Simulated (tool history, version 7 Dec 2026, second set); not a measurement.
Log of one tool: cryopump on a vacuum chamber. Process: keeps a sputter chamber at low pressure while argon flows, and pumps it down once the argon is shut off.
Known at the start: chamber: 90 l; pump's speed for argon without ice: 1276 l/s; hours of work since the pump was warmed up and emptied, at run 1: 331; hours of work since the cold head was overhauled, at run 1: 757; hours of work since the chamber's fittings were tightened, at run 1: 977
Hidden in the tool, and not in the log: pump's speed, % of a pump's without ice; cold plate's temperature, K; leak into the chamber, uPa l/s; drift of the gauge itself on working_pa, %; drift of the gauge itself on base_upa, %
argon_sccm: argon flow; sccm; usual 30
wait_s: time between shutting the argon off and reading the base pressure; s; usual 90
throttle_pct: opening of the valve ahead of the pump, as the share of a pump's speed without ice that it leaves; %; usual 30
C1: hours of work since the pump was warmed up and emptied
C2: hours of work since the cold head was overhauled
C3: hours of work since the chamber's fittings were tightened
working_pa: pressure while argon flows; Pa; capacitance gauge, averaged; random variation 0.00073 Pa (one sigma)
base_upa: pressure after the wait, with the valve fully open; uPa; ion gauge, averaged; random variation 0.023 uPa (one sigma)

run 1 hour=0 | argon_sccm=30 wait_s=90 throttle_pct=30 | C1=331 C2=757 C3=977 | working_pa=0.1399 base_upa=1.97
run 2 hour=98.1 | argon_sccm=30 wait_s=90 throttle_pct=15 | C1=379 C2=805 C3=1025 | working_pa=0.2745 base_upa=1.99
-- hour=112.6 pump warmed up, emptied and cooled again
run 3 hour=183 | argon_sccm=30 wait_s=90 throttle_pct=15 | C1=35 C2=845 C3=1065 | working_pa=0.2674 base_upa=1.85
run 4 hour=272.6 | argon_sccm=30 wait_s=90 throttle_pct=15 | C1=80 C2=890 C3=1110 | working_pa=0.2669 base_upa=1.92
run 5 hour=369.9 | argon_sccm=30 wait_s=43 throttle_pct=15 | C1=128 C2=938 C3=1158 | working_pa=0.2655 base_upa=2.58
run 6 hour=427.3 | argon_sccm=30 wait_s=43 throttle_pct=15 | C1=156 C2=967 C3=1187 | working_pa=0.268 base_upa=2.62
run 7 hour=512.8 | argon_sccm=30 wait_s=90 throttle_pct=30 | C1=199 C2=1009 C3=1229 | working_pa=0.1367 base_upa=2.13
run 8 hour=566.4 | argon_sccm=30 wait_s=67 throttle_pct=30 | C1=226 C2=1036 C3=1256 | working_pa=0.1383 base_upa=2.29
run 9 hour=614.8 | argon_sccm=30 wait_s=22 throttle_pct=30 | C1=250 C2=1060 C3=1280 | working_pa=0.1375 base_upa=3.84
run 10 hour=696.2 | argon_sccm=30 wait_s=90 throttle_pct=30 | C1=290 C2=1100 C3=1320 | working_pa=0.1392 base_upa=2.29
run 11 hour=792 | argon_sccm=30 wait_s=82 throttle_pct=30 | C1=338 C2=1148 C3=1368 | working_pa=0.1403 base_upa=2.36
run 12 hour=872.9 | argon_sccm=30 wait_s=90 throttle_pct=17 | C1=378 C2=1188 C3=1408 | working_pa=0.2423 base_upa=2.47
-- hour=893.4 pump warmed up, emptied and cooled again
run 13 hour=942.1 | argon_sccm=30 wait_s=90 throttle_pct=17 | C1=24 C2=1220 C3=1440 | working_pa=0.2351 base_upa=2.26
run 14 hour=1013 | argon_sccm=30 wait_s=90 throttle_pct=17 | C1=59 C2=1255 C3=1475 | working_pa=0.2331 base_upa=2.2
run 15 hour=1061.3 | argon_sccm=30 wait_s=26 throttle_pct=30 | C1=83 C2=1279 C3=1499 | working_pa=0.1354 base_upa=3.61
run 16 hour=1154.9 | argon_sccm=21 wait_s=26 throttle_pct=41 | C1=130 C2=1326 C3=1546 | working_pa=0.0699 base_upa=3.74
run 17 hour=1262.8 | argon_sccm=15 wait_s=164 throttle_pct=35 | C1=184 C2=1379 C3=1599 | working_pa=0.0588 base_upa=2.24
run 18 hour=1332.1 | argon_sccm=15 wait_s=164 throttle_pct=35 | C1=218 C2=1414 C3=1634 | working_pa=0.0596 base_upa=2.29
run 19 hour=1427.2 | argon_sccm=25 wait_s=209 throttle_pct=58 | C1=265 C2=1461 C3=1681 | working_pa=0.0611 base_upa=2.36
run 20 hour=1474.9 | argon_sccm=25 wait_s=209 throttle_pct=58 | C1=289 C2=1485 C3=1705 | working_pa=0.0624 base_upa=2.36
run 21 hour=1530.2 | argon_sccm=13 wait_s=41 throttle_pct=21 | C1=317 C2=1512 C3=1732 | working_pa=0.0862 base_upa=3.3
run 22 hour=1630.7 | argon_sccm=30 wait_s=118 throttle_pct=30 | C1=366 C2=1562 C3=1782 | working_pa=0.1406 base_upa=2.76
-- hour=1674.2 pump warmed up, emptied and cooled again
run 23 hour=1696.3 | argon_sccm=30 wait_s=118 throttle_pct=30 | C1=11 C2=1592 C3=1813 | working_pa=0.1326 base_upa=2.44
run 24 hour=1772.6 | argon_sccm=30 wait_s=118 throttle_pct=30 | C1=49 C2=1630 C3=1850 | working_pa=0.1345 base_upa=2.49
run 25 hour=1836.3 | argon_sccm=18 wait_s=33 throttle_pct=50 | C1=81 C2=1662 C3=1882 | working_pa=0.0489 base_upa=3.61
run 26 hour=1892.4 | argon_sccm=30 wait_s=80 throttle_pct=23 | C1=108 C2=1690 C3=1910 | working_pa=0.1744 base_upa=2.81
run 27 hour=1946.1 | argon_sccm=42 wait_s=71 throttle_pct=60 | C1=135 C2=1717 C3=1937 | working_pa=0.0976 base_upa=2.89
run 28 hour=2013.1 | argon_sccm=17 wait_s=90 throttle_pct=30 | C1=168 C2=1750 C3=1970 | working_pa=0.0761 base_upa=2.83

Forecast each of these 4 alternatives for the next run:
run A hour=2100.7 | argon_sccm=30 wait_s=90 throttle_pct=30 | C1=212 C2=1793 C3=2013 | working_pa=? base_upa=?
run B hour=2100.7 | argon_sccm=53 wait_s=90 throttle_pct=58 | C1=212 C2=1793 C3=2013 | working_pa=? base_upa=?
run C hour=2100.7 | argon_sccm=20 wait_s=29 throttle_pct=30 | C1=212 C2=1793 C3=2013 | working_pa=? base_upa=?
run D hour=2100.7 | argon_sccm=18 wait_s=90 throttle_pct=50 | C1=212 C2=1793 C3=2013 | working_pa=? base_upa=?

run=A working_pa=0.1379 base_upa=2.85
run=B working_pa=0.1314 base_upa=2.95
run=C working_pa=0.0909 base_upa=3.94
run=D working_pa=0.0507 base_upa=3.04
Without the tool's hidden state the same runs would have given:
run=A working_pa=0.1329 base_upa=0.74
run=B working_pa=0.1225 base_upa=0.79
run=C working_pa=0.0876 base_upa=1.84
run=D working_pa=0.0477 base_upa=0.83
